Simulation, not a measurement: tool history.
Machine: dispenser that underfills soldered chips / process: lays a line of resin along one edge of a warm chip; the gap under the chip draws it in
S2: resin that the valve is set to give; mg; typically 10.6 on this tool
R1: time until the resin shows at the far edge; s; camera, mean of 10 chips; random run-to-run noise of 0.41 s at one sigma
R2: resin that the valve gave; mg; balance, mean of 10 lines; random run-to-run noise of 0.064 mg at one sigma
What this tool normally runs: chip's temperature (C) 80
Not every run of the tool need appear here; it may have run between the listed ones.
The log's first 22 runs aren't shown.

-- day=3.058 new syringe of resin
run 23 day=3.179 | chip's_temperature_(C)=80 S2=10.6 | R1=30.7 R2=10.21
run 24 day=3.362 | chip's_temperature_(C)=90 S2=9.2 | R1=26.0 R2=8.96
run 25 day=3.488 | chip's_temperature_(C)=70 S2=10.5 | R1=80.3 R2=10.28
-- day=3.529 new syringe of resin
run 26 day=3.588 | chip's_temperature_(C)=66 S2=12.7 | R1=60.5 R2=12.29
run 27 day=3.667 | chip's_temperature_(C)=93 S2=12.4 | R1=17.7 R2=12.14
run 28 day=3.854 | chip's_temperature_(C)=66 S2=10.1 | R1=88.4 R2=9.78
-- day=4.008 new syringe of resin
run 29 day=4.008 | chip's_temperature_(C)=89 S2=10.1 | R1=18.0 R2=9.89
run 30 day=4.171 | chip's_temperature_(C)=81 S2=10.6 | R1=33.7 R2=10.25
run 31 day=4.325 | chip's_temperature_(C)=75 S2=9.6 | R1=56.2 R2=9.24
-- day=4.442 dispensing valve cleaned and set on the balance
run 32 day=4.483 | chip's_temperature_(C)=66 S2=10.7 | R1=97.7 R2=10.45
-- day=4.538 new syringe of resin
run 33 day=4.629 | chip's_temperature_(C)=69 S2=10.6 | R1=53.5 R2=10.59
run 34 day=4.796 | chip's_temperature_(C)=80 S2=9.2 | R1=39.1 R2=9.19
run 35 day=4.925 | chip's_temperature_(C)=90 S2=9.2 | R1=29.1 R2=9.17
-- day=5.008 new syringe of resin
run 36 day=5.067 | chip's_temperature_(C)=80 S2=13.7 | R1=28.7 R2=13.65

Here are 4 independent what-if runs from the current tool condition. What would each one return?
run A day=5.192 | chip's_temperature_(C)=79 S2=10.1 | R1=? R2=?
run B day=5.192 | chip's_temperature_(C)=94 S2=11.4 | R1=? R2=?
run C day=5.192 | chip's_temperature_(C)=77 S2=12.4 | R1=? R2=?
run D day=5.192 | chip's_temperature_(C)=90 S2=13.7 | R1=? R2=?

run=A R1=35.7 R2=9.97
run=B R1=17.6 R2=11.23
run=C R1=39.9 R2=12.25
run=D R1=20.8 R2=13.46
Stripped of hidden state, with their random variation kept, the same runs would have yielded:
run=A R1=29.2 R2=10.10
run=B R1=14.5 R2=11.37
run=C R1=32.9 R2=12.40
run=D R1=17.1 R2=13.62
